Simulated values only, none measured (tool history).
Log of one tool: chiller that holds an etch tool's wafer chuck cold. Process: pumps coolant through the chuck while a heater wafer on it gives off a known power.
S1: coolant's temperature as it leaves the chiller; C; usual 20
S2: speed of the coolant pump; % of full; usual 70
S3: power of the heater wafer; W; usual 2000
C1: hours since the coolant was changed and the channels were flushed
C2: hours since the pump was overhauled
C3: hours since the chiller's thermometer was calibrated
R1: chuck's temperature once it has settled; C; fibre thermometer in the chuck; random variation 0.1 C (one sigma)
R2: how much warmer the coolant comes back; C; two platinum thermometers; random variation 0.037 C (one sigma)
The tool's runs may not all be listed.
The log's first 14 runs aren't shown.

Run 15, hour 357.9: usual settings; C1 730; C2 2657; C3 3004. Result: R1 43.1 C, R2 7.01 C.
Run 16, hour 375.9: usual settings but S2 62 % of full; C1 748; C2 2675; C3 3022. Result: R1 45.7 C, R2 8.13 C.
Run 17, hour 398.4: usual settings but S1 14 C, S2 62 % of full, S3 2363 W; C1 770; C2 2697; C3 3045. Result: R1 44.4 C, R2 9.62 C.
Run 18, hour 425.9: usual settings but S1 14 C, S2 62 % of full, S3 2363 W; C1 798; C2 2725; C3 3072. Result: R1 44.2 C, R2 9.6 C.
Run 19, hour 448.1: usual settings but S1 30 C, S2 97 % of full, S3 2239 W; C1 820; C2 2747; C3 3094. Result: R1 49.5 C, R2 5.33 C.
Run 20, hour 464.9: usual settings but S1 30 C, S2 97 % of full, S3 1136 W; C1 837; C2 2764; C3 3111. Result: R1 39.9 C, R2 2.56 C.
At hour 486.8: gauge calibrated.
Run 21, hour 496.5: usual settings but S1 30 C, S2 97 % of full, S3 1136 W; C1 869; C2 2795; C3 3143. Result: R1 39.8 C, R2 2.92 C.
Run 22, hour 512.5: usual settings but S1 26 C, S2 86 % of full, S3 1286 W; C1 885; C2 2811; C3 3159. Result: R1 38.3 C, R2 3.68 C.
Run 23, hour 526: usual settings but S2 75 % of full, S3 1044 W; C1 898; C2 2825; C3 3172. Result: R1 31.6 C, R2 3.44 C.
Run 24, hour 558.6: usual settings but S1 19 C, S2 65 % of full, S3 2410 W; C1 931; C2 2858; C3 3205. Result: R1 48.6 C, R2 9.43 C.
Run 25, hour 585.3: usual settings but S1 19 C, S2 65 % of full, S3 2410 W; C1 957; C2 2884; C3 3232. Result: R1 48.8 C, R2 9.37 C.
Run 26, hour 612.8: usual settings but S1 19 C, S2 94 % of full, S3 1779 W; C1 985; C2 2912; C3 3259. Result: R1 34.9 C, R2 4.59 C.
Run 27, hour 636: usual settings but S1 19 C, S2 94 % of full, S3 1779 W; C1 1008; C2 2935; C3 3282. Result: R1 35 C, R2 4.55 C.
Run 28, hour 654.3: usual settings but S1 19 C, S2 94 % of full, S3 1257 W; C1 1026; C2 2953; C3 3301. Result: R1 30.1 C, R2 3.22 C.
Run 29, hour 683.9: usual settings but S1 23 C, S2 81 % of full; C1 1056; C2 2983; C3 3330. Result: R1 43.3 C, R2 6.09 C.
Run 30, hour 706.1: usual settings but S1 10 C, S2 81 % of full; C1 1078; C2 3005; C3 3352. Result: R1 30.4 C, R2 6.05 C.
Run 31, hour 730.6: usual settings but S1 10 C, S2 83 % of full, S3 1485 W; C1 1103; C2 3029; C3 3377. Result: R1 24.7 C, R2 4.35 C.

Forecast each of these 3 alternatives for the next run:
Run A, hour 756.9: usual settings but S1 18 C, S2 83 % of full, S3 1454 W; C1 1129; C2 3056; C3 3403. Result: R1 ?, R2 ?.
Run B, hour 756.9: usual settings but S1 10 C, S2 83 % of full, S3 2118 W; C1 1129; C2 3056; C3 3403. Result: R1 ?, R2 ?.
Run C, hour 756.9: usual settings but S1 24 C, S2 95 % of full, S3 1023 W; C1 1129; C2 3056; C3 3403. Result: R1 ?, R2 ?.

run    R1    R2
  A  32.5  4.23
  B  31.2  6.23
  C    33  2.48
Without the tool's hidden state the same runs would have given:
run    R1    R2
  A  32.5  4.39
  B  31.2  6.39
  C    33  2.64

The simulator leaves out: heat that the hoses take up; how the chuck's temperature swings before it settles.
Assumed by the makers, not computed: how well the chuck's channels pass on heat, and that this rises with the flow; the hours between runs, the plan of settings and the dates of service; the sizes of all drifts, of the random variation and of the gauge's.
